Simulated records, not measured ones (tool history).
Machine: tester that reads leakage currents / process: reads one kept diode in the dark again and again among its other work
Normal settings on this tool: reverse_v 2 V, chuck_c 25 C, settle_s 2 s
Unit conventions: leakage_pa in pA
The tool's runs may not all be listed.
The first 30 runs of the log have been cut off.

run,hour,reverse_v,chuck_c,settle_s,leakage_pa
31,1256.1,3.26,52,0.79,378.98
32,1303.8,2,25,0.72,33.39
33,1333.1,1.21,47,4.23,166.25
34,1361.7,1.21,47,4.23,167.39
35,1403.7,1.21,47,4.23,167.04
36,1429.4,1.21,47,4.23,166.94
37,1465.2,8.07,47,3.09,380.34
38,1515.9,3.38,31,0.36,72.27

The next listed run, before its measurement:
39,1543.3,2.19,31,0.36,?

{"run 39": {"leakage_pa": 58.79}}
With no hidden state in the tool, this same run would have given leakage_pa 54.6 pA.

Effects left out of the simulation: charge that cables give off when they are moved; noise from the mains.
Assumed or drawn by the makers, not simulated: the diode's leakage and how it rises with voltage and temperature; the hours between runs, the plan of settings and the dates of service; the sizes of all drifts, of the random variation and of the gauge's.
